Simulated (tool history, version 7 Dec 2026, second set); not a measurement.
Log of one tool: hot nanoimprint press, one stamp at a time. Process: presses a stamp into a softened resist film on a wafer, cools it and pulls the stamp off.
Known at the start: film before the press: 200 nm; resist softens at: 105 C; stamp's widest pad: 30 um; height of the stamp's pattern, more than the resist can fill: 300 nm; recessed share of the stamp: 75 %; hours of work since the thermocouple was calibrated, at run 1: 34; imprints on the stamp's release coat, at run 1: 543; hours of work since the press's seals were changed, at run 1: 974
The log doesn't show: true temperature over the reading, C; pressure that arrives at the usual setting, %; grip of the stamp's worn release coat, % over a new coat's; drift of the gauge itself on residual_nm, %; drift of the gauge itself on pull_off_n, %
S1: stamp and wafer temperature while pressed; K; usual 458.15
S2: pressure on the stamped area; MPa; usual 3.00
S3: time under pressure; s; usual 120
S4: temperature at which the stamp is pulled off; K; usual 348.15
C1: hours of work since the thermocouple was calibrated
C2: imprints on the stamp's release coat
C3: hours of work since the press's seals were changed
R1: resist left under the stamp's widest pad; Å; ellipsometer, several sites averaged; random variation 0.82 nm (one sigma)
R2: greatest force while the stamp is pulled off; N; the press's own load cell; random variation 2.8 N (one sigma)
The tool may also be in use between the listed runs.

run	hour	S1	S2	S3	S4	C1	C2	C3	R1	R2
1	0.0	458.15	3.00	120	348.15	34	543	974	1151	148
2	41.8	458.15	3.00	120	339.15	63	723	1003	1128	185
3	81.2	458.15	3.00	120	339.15	90	893	1030	1139	191
# hour 129.9: press's hydraulic seals changed and the load cell set to zero
4	132.8	458.15	3.00	106	339.15	121	1081	2	1163	200
5	189.9	458.15	3.00	106	339.15	160	1327	42	1157	217
6	229.3	458.15	2.13	106	339.15	188	1497	69	1307	234
# hour 249.2: stamp cleaned and given a new release coat
7	295.6	458.15	3.00	120	348.15	229	199	111	1133	137
8	340.0	458.15	3.00	120	348.15	260	391	142	1128	152
9	397.0	458.15	2.93	120	348.15	300	636	182	1162	153
10	423.1	458.15	2.93	120	343.15	318	748	200	1165	176
11	471.2	458.15	3.00	133	348.15	352	956	233	1117	176
12	507.4	458.15	3.00	120	348.15	377	1111	258	1165	182
13	569.4	458.15	2.76	120	348.15	420	1379	301	1191	195
14	596.1	458.15	2.76	120	348.15	438	1494	320	1198	200
# hour 615.9: stamp cleaned and given a new release coat
15	655.9	458.15	2.76	120	348.15	476	172	357	1212	141
# hour 662.3: plate thermocouple calibrated
16	706.1	447.15	3.00	173	348.15	30	375	390	1352	145
17	758.0	458.15	3.00	120	354.15	66	599	426	1122	141
18	811.0	458.15	3.00	112	351.15	103	827	463	1153	154
19	836.9	454.15	3.54	82	354.15	121	939	481	1342	154
20	863.5	458.15	3.00	101	345.15	140	1053	499	1196	188
21	910.1	463.15	2.26	70	339.15	172	1254	532	1305	210
22	968.8	463.15	2.26	70	339.15	213	1507	573	1320	227
# hour 987.1: stamp cleaned and given a new release coat
23	1026.7	460.15	4.57	206	344.15	249	170	609	761	143
24	1089.7	466.15	3.00	93	348.15	293	442	652	1029	153
25	1147.2	466.15	3.00	93	348.15	333	689	692	1041	164
26	1174.9	466.15	3.00	93	348.15	352	809	712	1034	168
27	1217.9	454.15	2.41	152	333.15	382	994	742	1292	215
28	1270.6	447.15	4.31	120	348.15	419	1221	778	1406	188

The same runs without the tool's hidden state, with the same run-to-run variation:
run	R1	R2
1	1111	125
2	1084	149
3	1089	146
4	1141	146
5	1128	148
6	1275	153
7	1092	126
8	1082	132
9	1108	124
10	1108	138
11	1055	130
12	1098	129
13	1117	129
14	1121	129
15	1128	129
16	1328	129
17	1094	117
18	1118	120
19	1301	116
20	1155	138
21	1266	146
22	1274	148
23	704	133
24	968	131
25	973	130
26	963	129
27	1211	158
28	1300	129
